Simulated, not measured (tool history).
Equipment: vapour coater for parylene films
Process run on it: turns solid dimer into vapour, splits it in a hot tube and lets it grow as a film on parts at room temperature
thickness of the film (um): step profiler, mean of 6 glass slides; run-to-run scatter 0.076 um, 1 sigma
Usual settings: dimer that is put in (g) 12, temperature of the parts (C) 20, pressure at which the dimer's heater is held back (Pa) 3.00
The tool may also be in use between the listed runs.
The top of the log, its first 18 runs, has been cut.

run    hour  dimer that is put in (g)  temperature of the parts (C)  pressure at which the dimer's heater is held back (Pa)  hours of work since the trap's valve was overhauled  hours of work since the table's thermometer was calibrated  thickness of the film (um)
 19  1043.6                         9                            20                                                    3.00                                                  289                                                        1309                        6.23
 20  1089.0                        12                            20                                                    3.00                                                  314                                                        1334                        8.34
 21  1133.6                        12                            20                                                    3.00                                                  338                                                        1358                        8.19
 22  1175.6                        12                            20                                                    3.00                                                  361                                                        1381                        8.21
 23  1236.4                        12                            20                                                    3.00                                                  394                                                        1414                        8.11
 24  1306.4                        12                            20                                                    3.00                                                  433                                                        1453                        8.16
 25  1354.1                        12                            20                                                    8.39                                                  459                                                        1479                        6.54
 26  1432.1                        19                            12                                                    3.33                                                  501                                                        1521                       15.49
 27  1480.5                        19                            12                                                    3.33                                                  528                                                        1548                       15.15
     1525.5  -- trap's valve overhauled
 28  1534.5                        14                            20                                                    3.00                                                    5                                                        1575                       10.32
 29  1606.4                        13                            18                                                    2.27                                                   44                                                        1614                       10.67
 30  1673.9                         5                            20                                                    2.43                                                   81                                                        1651                        3.77
 31  1740.5                        10                            19                                                    6.82                                                  117                                                        1687                        6.31
 32  1795.4                         9                            20                                                    3.00                                                  147                                                        1717                        6.54
 33  1849.4                        19                            27                                                    3.00                                                  177                                                        1747                       11.21
 34  1911.9                         8                            24                                                    3.00                                                  211                                                        1781                        5.07
 35  1951.3                        13                            19                                                    3.28                                                  232                                                        1802                        9.18
     1962.7  -- table's thermometer calibrated
 36  2011.8                        12                            20                                                    8.43                                                  265                                                          27                        6.97
 37  2054.8                        12                            20                                                    8.43                                                  288                                                          50                        6.83
 38  2088.8                        12                            20                                                    8.43                                                  307                                                          69                        7.01
 39  2152.8                        12                            20                                                    8.43                                                  342                                                         104                        6.90
 40  2198.6                         6                            32                                                    9.20                                                  367                                                         129                        2.42
 41  2249.5                         6                            32                                                    9.20                                                  395                                                         157                        2.39
 42  2295.6                        15                            25                                                    3.24                                                  420                                                         182                        8.89
 43  2359.4                        15                            25                                                    3.24                                                  455                                                         217                        8.83

Alternative continuations, all from the tool just after run 43; predict every row:
  A  2432.4                        13                            20                                                    9.21                                                  494                                                         256                           ?
  B  2432.4                        12                            20                                                    2.30                                                  494                                                         256                           ?
  C  2432.4                         8                            20                                                    4.60                                                  494                                                         256                           ?
  D  2432.4                         6                            25                                                    6.09                                                  494                                                         256                           ?

run  thickness of the film (um)
  A                        7.10
  B                        8.58
  C                        4.96
  D                        3.05
Without the tool's hidden state the same runs would have given:
run  thickness of the film (um)
  A                        7.96
  B                        9.62
  C                        5.56
  D                        3.42

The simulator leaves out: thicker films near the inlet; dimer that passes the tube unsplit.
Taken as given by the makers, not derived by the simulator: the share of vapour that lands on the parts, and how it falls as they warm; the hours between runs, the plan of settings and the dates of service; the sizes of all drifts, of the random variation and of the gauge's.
